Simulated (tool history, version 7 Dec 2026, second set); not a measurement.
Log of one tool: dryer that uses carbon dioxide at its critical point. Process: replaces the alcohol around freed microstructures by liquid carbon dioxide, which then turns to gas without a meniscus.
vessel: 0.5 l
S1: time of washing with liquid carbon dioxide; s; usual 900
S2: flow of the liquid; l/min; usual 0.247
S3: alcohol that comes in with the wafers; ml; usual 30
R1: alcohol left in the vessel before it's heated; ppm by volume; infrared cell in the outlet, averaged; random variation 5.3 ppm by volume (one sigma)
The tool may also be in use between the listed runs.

run 1 hour=0 | S1=900 S2=0.247 S3=30 | R1=202
run 2 hour=15.5 | S1=900 S2=0.247 S3=30 | R1=222
run 3 hour=30.5 | S1=900 S2=0.247 S3=30 | R1=230
run 4 hour=40.3 | S1=900 S2=0.247 S3=30 | R1=225
run 5 hour=48.5 | S1=900 S2=0.247 S3=30 | R1=237
run 6 hour=60.1 | S1=900 S2=0.247 S3=30 | R1=231
run 7 hour=67.8 | S1=900 S2=0.247 S3=80 | R1=615
run 8 hour=82.2 | S1=900 S2=0.247 S3=80 | R1=611
run 9 hour=90 | S1=900 S2=0.247 S3=30 | R1=266
run 10 hour=105.5 | S1=900 S2=0.247 S3=30 | R1=264
run 11 hour=118.1 | S1=540 S2=0.247 S3=30 | R1=2198
run 12 hour=128.1 | S1=720 S2=0.247 S3=70 | R1=1713
-- hour=131.2 inlet filter changed
run 13 hour=142.9 | S1=660 S2=0.166 S3=56 | R1=5341
run 14 hour=150.3 | S1=720 S2=0.306 S3=64 | R1=292
run 15 hour=167.1 | S1=1260 S2=0.275 S3=22 | R1=36
run 16 hour=177.3 | S1=840 S2=0.275 S3=82 | R1=297
run 17 hour=192.2 | S1=1380 S2=0.173 S3=50 | R1=185
run 18 hour=205.1 | S1=1380 S2=0.173 S3=50 | R1=202

Run 19 comes next. What will it give?
run 19 hour=218.1 | S1=900 S2=0.231 S3=42 | R1=?

R1: 326 ppm by volume
Without the tool's hidden state the same run would have given R1 240 ppm by volume.
